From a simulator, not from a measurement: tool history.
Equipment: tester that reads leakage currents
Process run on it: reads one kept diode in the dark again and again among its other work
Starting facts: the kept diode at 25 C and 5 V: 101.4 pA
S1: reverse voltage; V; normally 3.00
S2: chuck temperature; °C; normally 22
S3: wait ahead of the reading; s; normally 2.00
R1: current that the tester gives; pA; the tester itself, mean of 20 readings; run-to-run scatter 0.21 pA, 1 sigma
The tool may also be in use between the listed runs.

run   hour     S1  S2    S3       R1
  1    0.0   3.00  22  2.00    80.46
  2   19.6   3.00  22  2.00    80.49
  3   51.1   3.00  22  2.00    80.75
  4   77.6   2.72  22  2.00    78.14
  5  101.0   2.72  22  2.00    78.08
  6  115.4   5.90  22  2.00   106.19
  7  134.6   3.00  22  2.00    80.97
  8  158.5   3.00  22  1.47    81.22
  9  188.5   3.00  22  2.72    81.68
 10  205.7   3.00  22  2.72    81.73
 11  239.6   3.00  22  2.72    81.77
 12  274.0   3.00  22  2.72    82.49
     290.7  -- chuck's temperature calibrated
     310.3  -- probe card cleaned and baked
 13  310.6   3.00  22  2.72    66.44
 14  331.1   3.00  22  2.72    66.36
 15  363.6   3.00  22  2.00    66.96
 16  382.2   3.00  22  2.00    66.71
 17  416.6   3.00  22  2.00    66.96
 18  440.7   3.00  22  2.00    67.21
 19  463.2   3.00  22  2.00    67.60
 20  497.2   3.00  22  2.00    67.52
 21  527.2   3.00  22  2.00    67.75
 22  559.0   3.00  45  0.87   418.93
 23  593.3   3.00  40  0.94   288.30
 24  613.8   1.13  32  2.68   109.96
 25  631.1   1.13  32  2.68   110.22
 26  650.0  14.61  32  2.68   270.24
 27  665.1   3.33  22  2.00    70.88
 28  691.9   1.58  20  1.43    45.99
 29  724.8   1.50  22  0.48    54.34
 30  742.6   3.00  22  4.98    68.69
 31  776.9   3.00  22  4.98    69.12
 32  791.4  14.33  52  5.83  1192.55
 33  819.8   3.41  33  4.30   176.26
 34  842.8   3.41  33  4.30   176.19
 35  876.6   1.03  22  0.94    47.47
 36  891.0   1.03  22  0.94    47.86
 37  921.1   1.03  22  0.94    48.06
 38  951.2  10.80  41  0.94   492.28
 39  965.8   2.02  41  0.94   276.02
 40  982.9   2.02  41  0.94   276.02

Difference, measured minus no-hidden-state, one row per run. Run-to-run variation is common to both terms; the gauge's own scatter need not be:
The hidden state here: stray current of the dirty probe card, pA a volt; current scale over the true one, %; true chuck temperature over the reading, C; drift of the gauge itself on leakage_pa, %.
run      R1
  1  +14.24
  2  +14.34
  3  +14.52
  4  +13.92
  5  +14.02
  6  +22.45
  7  +14.97
  8  +15.08
  9  +15.35
 10  +15.43
 11  +15.60
 12  +15.90
 13   +0.23
 14   +0.34
 15   +0.52
 16   +0.62
 17   +0.81
 18   +0.94
 19   +1.07
 20   +1.24
 21   +1.41
 22   +6.58
 23   +5.30
 24   +2.22
 25   +2.32
 26   +8.39
 27   +2.27
 28   +1.45
 29   +1.72
 30   +2.56
 31   +2.76
 32  +33.06
 33   +6.01
 34   +6.25
 35   +1.91
 36   +1.97
 37   +2.06
 38  +20.27
 39  +10.05
 40  +10.27

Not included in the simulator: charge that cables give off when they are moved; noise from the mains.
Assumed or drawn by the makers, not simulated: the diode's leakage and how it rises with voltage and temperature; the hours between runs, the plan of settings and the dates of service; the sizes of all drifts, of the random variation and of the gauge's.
